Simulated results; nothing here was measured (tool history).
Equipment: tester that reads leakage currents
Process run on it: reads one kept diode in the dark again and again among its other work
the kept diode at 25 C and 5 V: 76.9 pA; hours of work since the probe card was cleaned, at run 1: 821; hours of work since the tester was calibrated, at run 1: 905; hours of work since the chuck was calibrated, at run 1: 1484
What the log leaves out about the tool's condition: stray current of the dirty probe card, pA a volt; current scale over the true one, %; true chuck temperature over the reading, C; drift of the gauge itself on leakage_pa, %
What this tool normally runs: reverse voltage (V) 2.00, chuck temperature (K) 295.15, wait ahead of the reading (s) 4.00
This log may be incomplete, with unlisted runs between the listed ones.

run,hour,reverse voltage (V),chuck temperature (K),wait ahead of the reading (s),hours of work since the probe card was cleaned,hours of work since the tester was calibrated,hours of work since the chuck was calibrated,current that the tester gives (pA)
1,0.0,2.00,295.15,4.00,821,905,1484,37.59
2,51.0,2.00,326.15,4.00,842,926,1504,282.43
3,112.8,2.00,326.15,4.00,867,951,1529,282.96
4,154.7,2.00,326.15,0.54,884,968,1547,282.71
5,228.6,2.00,295.15,0.65,914,998,1577,38.13
6,269.0,2.00,295.15,0.65,931,1014,1593,38.31
7,327.8,2.00,295.15,0.65,954,1038,1617,38.27
8,382.7,2.00,312.15,4.00,977,1061,1639,116.94
9,442.2,2.00,312.15,4.00,1001,1085,1664,116.89
10,497.5,2.00,328.15,4.00,1023,1107,1686,318.05
11,529.3,2.00,295.15,1.58,1036,1120,1699,38.17
12,591.2,2.00,295.15,1.58,1062,1146,1724,38.05
13,643.0,2.00,295.15,1.58,1083,1167,1745,38.17
14,718.2,2.00,295.15,1.58,1113,1197,1776,38.17
15,761.4,2.00,302.15,4.00,1131,1215,1793,60.52
16,825.7,2.00,295.15,4.00,1157,1241,1820,38.28
17,898.7,2.00,295.15,3.80,1187,1271,1849,38.19
18,970.7,2.00,295.15,0.77,1216,1300,1879,38.72
19,1040.6,2.00,295.15,0.77,1244,1328,1907,38.85
20,1079.6,2.00,294.15,0.43,1260,1344,1923,36.81
21,1146.6,8.58,326.15,0.43,1288,1372,1950,648.38
# hour 1180.6: probe card cleaned and baked
22,1217.5,8.58,320.15,3.41,15,1399,1978,426.01
23,1253.9,8.58,320.15,3.41,30,1414,1993,425.45
24,1315.6,1.33,320.15,3.41,55,1439,2018,147.91
25,1369.7,1.33,320.15,3.41,77,1461,2040,147.59
26,1431.9,1.33,320.15,3.41,102,1486,2065,148.01
27,1484.6,14.51,297.15,6.13,124,1508,2086,119.67
28,1525.3,4.71,328.15,0.48,140,1524,2103,501.74
29,1560.2,4.71,329.15,2.04,154,1539,2117,532.08
30,1632.5,6.35,320.15,2.62,184,1568,2147,358.19
31,1689.7,1.16,320.15,2.62,207,1591,2170,137.31
32,1764.6,2.11,310.15,0.50,238,1622,2200,100.12
33,1799.1,13.26,295.15,4.00,252,1636,2214,101.33
34,1831.5,2.65,328.15,0.51,265,1649,2228,359.64
35,1891.6,7.19,313.15,0.51,289,1673,2252,246.30
36,1933.4,2.56,300.15,0.38,306,1690,2269,56.80
37,1983.4,2.00,295.15,2.85,327,1711,2289,33.51
38,2025.8,6.90,305.15,8.16,344,1728,2307,139.34

Below are 3 alternative next runs, each starting from the tool's condition after run 38. Predict each:
# hour 2042.1: chuck's temperature calibrated
A,2068.3,6.90,305.15,1.16,360,1745,11,?
# hour 2042.1: chuck's temperature calibrated
B,2068.3,6.35,323.15,9.24,360,1745,11,?
# hour 2042.1: chuck's temperature calibrated
C,2068.3,2.00,322.15,4.00,360,1745,11,?

run,current that the tester gives (pA)
A,158.98
B,480.19
C,233.71
Stripped of hidden state, with their random variation kept, the same runs would have yielded:
run,current that the tester gives (pA)
A,154.20
B,477.31
C,233.16

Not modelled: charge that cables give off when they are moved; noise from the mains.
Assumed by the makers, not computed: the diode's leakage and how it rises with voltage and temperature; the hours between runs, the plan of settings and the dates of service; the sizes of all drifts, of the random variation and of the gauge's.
